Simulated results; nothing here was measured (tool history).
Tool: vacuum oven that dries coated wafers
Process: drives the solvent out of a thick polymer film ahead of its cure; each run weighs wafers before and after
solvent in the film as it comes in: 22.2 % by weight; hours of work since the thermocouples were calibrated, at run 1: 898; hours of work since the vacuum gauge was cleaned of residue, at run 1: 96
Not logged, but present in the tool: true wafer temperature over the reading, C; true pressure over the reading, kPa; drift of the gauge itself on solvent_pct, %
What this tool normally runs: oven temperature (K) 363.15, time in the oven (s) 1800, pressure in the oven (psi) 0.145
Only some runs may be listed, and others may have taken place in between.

run    hour  oven temperature (K)  time in the oven (s)  pressure in the oven (psi)  hours of work since the thermocouples were calibrated  hours of work since the vacuum gauge was cleaned of residue  solvent left in the film (%)
  1     0.0                363.15                  1800                       0.145                                                    898                                                           96                          3.28
  2    55.8                363.15                  1800                       0.145                                                    938                                                          137                          3.37
  3   153.9                363.15                  1800                       0.145                                                   1010                                                          208                          3.34
  4   214.5                353.15                  1800                       0.145                                                   1054                                                          252                          7.45
  5   297.2                353.15                  1800                       0.145                                                   1114                                                          312                          7.58
  6   396.5                363.15                  1800                       0.145                                                   1186                                                          385                          3.54
  7   524.3                363.15                  1800                       0.145                                                   1280                                                          478                          3.59
  8   610.5                363.15                  1800                       0.145                                                   1342                                                          541                          3.56
      658.1  -- oven's thermocouples calibrated
  9   694.2                363.15                  1800                       0.145                                                     26                                                          600                          2.81
 10   768.7                363.15                  1800                       0.145                                                     81                                                          655                          3.00
 11   869.9                361.15                  1800                       0.145                                                    154                                                          728                          3.63
 12   958.3                361.15                  1800                       0.145                                                    219                                                          793                          3.70
 13  1055.1                361.15                  1800                       0.145                                                    289                                                          863                          3.75
 14  1158.2                361.15                  1800                       0.326                                                    364                                                          938                          4.41
 15  1238.5                363.15                  1800                       0.145                                                    423                                                          997                          3.18
     1259.0  -- vacuum gauge cleaned of residue and calibrated
 16  1321.2                363.15                  1800                       0.145                                                    482                                                           45                          3.06
 17  1418.1                374.15                  2760                       0.251                                                    553                                                          116                          0.69
 18  1497.4                363.15                  1620                       0.145                                                    610                                                          174                          3.71
 19  1551.3                365.15                  1200                       0.145                                                    650                                                          213                          4.71
 20  1643.2                348.15                  1380                       0.131                                                    717                                                          280                         10.58
 21  1694.7                348.15                  1380                       0.131                                                    754                                                          317                         10.83
 22  1760.9                355.15                  1500                       0.131                                                    802                                                          366                          7.43
 23  1838.9                355.15                  1500                       0.131                                                    859                                                          423                          7.47
 24  1924.9                368.15                  1320                       0.145                                                    922                                                          485                          3.36
 25  2001.7                367.15                  1800                       0.399                                                    978                                                          541                          3.02
 26  2086.6                348.15                  2520                       0.318                                                   1040                                                          603                          8.16
 27  2174.9                348.15                  2520                       0.318                                                   1104                                                          667                          8.21
 28  2232.9                368.15                  2520                       0.484                                                   1146                                                          710                          2.10
 29  2306.6                373.15                  1260                       0.206                                                   1200                                                          763                          2.43
 30  2412.8                362.15                  1260                       0.096                                                   1277                                                          841                          5.88
 31  2539.6                362.15                  1260                       0.096                                                   1370                                                          933                          6.09

Some steps in solvent left in the film (%) between neighbouring runs. How much of each would the tool show without its hidden state too (settings, what came in, random variation), and how much is left for the hidden state, with any gauge scatter that isn't in both results?
Run 8 -> 9: oven's thermocouples calibrated. solvent left in the film (%) -0.75: hidden state -0.71, all else -0.04.
Run 19 -> 20: oven temperature (K) 365.15 -> 348.15, time in the oven (s) 1200 -> 1380, pressure in the oven (psi) 0.145 -> 0.131. solvent left in the film (%) +5.87: hidden state +0.07, all else +5.80.
Run 25 -> 26: oven temperature (K) 367.15 -> 348.15, time in the oven (s) 1800 -> 2520, pressure in the oven (psi) 0.399 -> 0.318. solvent left in the film (%) +5.14: hidden state +0.44, all else +4.70.
Run 27 -> 28: oven temperature (K) 348.15 -> 368.15, pressure in the oven (psi) 0.318 -> 0.484. solvent left in the film (%) -6.11: hidden state -0.59, all else -5.52.
